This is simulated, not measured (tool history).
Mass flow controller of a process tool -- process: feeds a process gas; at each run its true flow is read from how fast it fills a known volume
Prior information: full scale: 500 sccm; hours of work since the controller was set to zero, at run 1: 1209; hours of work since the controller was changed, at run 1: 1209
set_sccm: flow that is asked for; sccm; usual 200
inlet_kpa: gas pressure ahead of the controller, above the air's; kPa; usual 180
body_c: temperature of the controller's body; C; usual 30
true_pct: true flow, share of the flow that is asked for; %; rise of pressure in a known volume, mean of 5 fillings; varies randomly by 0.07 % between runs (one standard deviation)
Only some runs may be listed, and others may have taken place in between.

| run | hour | set_sccm | inlet_kpa | body_c | hours of work since the controller was set to zero | hours of work since the controller was changed | true_pct |
|---|---|---|---|---|---|---|---|
| 1 | 0 | 200 | 180 | 30 | 1209 | 1209 | 98.54 |
| 2 | 86.6 | 152 | 180 | 30 | 1259 | 1259 | 98.63 |
| 3 | 189.4 | 152 | 180 | 30 | 1319 | 1319 | 98.66 |
| 4 | 263.3 | 152 | 180 | 30 | 1362 | 1362 | 98.79 |
| 5 | 306.2 | 200 | 180 | 30 | 1387 | 1387 | 98.92 |
| 6 | 400.4 | 200 | 180 | 30 | 1442 | 1442 | 99.04 |
| 7 | 486.8 | 200 | 180 | 30 | 1492 | 1492 | 98.9 |
| 8 | 531.4 | 200 | 180 | 30 | 1518 | 1518 | 99.05 |
| 9 | 608.3 | 200 | 180 | 37 | 1562 | 1562 | 98.41 |
| 10 | 703.9 | 200 | 180 | 37 | 1618 | 1618 | 98.55 |
| 11 | 799 | 71 | 180 | 30 | 1673 | 1673 | 98.87 |
| 12 | 874.2 | 71 | 180 | 30 | 1717 | 1717 | 98.91 |
| 13 | 952.6 | 62 | 180 | 30 | 1763 | 1763 | 98.96 |
| 14 | 1028.8 | 62 | 145 | 30 | 1807 | 1807 | 98.92 |
| 15 | 1082.6 | 62 | 145 | 30 | 1838 | 1838 | 98.94 |
|  | 1145.1 | gauge calibrated |
| 16 | 1159.7 | 200 | 253 | 30 | 1883 | 1883 | 98.96 |
| 17 | 1230.7 | 200 | 253 | 30 | 1924 | 1924 | 99.05 |
| 18 | 1316 | 81 | 180 | 30 | 1974 | 1974 | 98.45 |
| 19 | 1416.8 | 81 | 180 | 30 | 2032 | 2032 | 98.47 |
| 20 | 1461.7 | 81 | 180 | 30 | 2058 | 2058 | 98.66 |
| 21 | 1534.5 | 81 | 180 | 30 | 2101 | 2101 | 98.52 |
| 22 | 1600.7 | 81 | 180 | 30 | 2139 | 2139 | 98.7 |
| 23 | 1655.4 | 81 | 180 | 30 | 2171 | 2171 | 98.74 |
| 24 | 1720.6 | 200 | 161 | 30 | 2209 | 2209 | 99.08 |
| 25 | 1788.3 | 200 | 231 | 27 | 2248 | 2248 | 99.42 |
| 26 | 1887.8 | 249 | 183 | 30 | 2306 | 2306 | 99.32 |
| 27 | 1968.7 | 200 | 180 | 30 | 2353 | 2353 | 99.27 |
| 28 | 2056.5 | 200 | 180 | 35 | 2404 | 2404 | 98.86 |
|  | 2077 | gauge calibrated |
| 29 | 2102.1 | 64 | 153 | 30 | 2431 | 2431 | 98.33 |
| 30 | 2189.7 | 272 | 180 | 30 | 2482 | 2482 | 99.15 |
| 31 | 2238.7 | 272 | 180 | 30 | 2510 | 2510 | 98.96 |
| 32 | 2293.9 | 212 | 261 | 28 | 2542 | 2542 | 99.29 |
| 33 | 2364.1 | 212 | 261 | 28 | 2583 | 2583 | 99.28 |
| 34 | 2460.9 | 186 | 159 | 24 | 2639 | 2639 | 99.4 |
| 35 | 2515.1 | 115 | 225 | 27 | 2671 | 2671 | 99.09 |
| 36 | 2571.3 | 67 | 158 | 27 | 2704 | 2704 | 98.73 |
| 37 | 2661.3 | 64 | 205 | 26 | 2756 | 2756 | 99.1 |

Predict the results of run 38:
| 38 | 2742.6 | 214 | 205 | 35 | 2803 | 2803 | ? |

{"run 38": {"true_pct": 98.94}}
On a tool with no hidden condition, and with the same random variation, this run would have come out at true_pct 98.5 %.
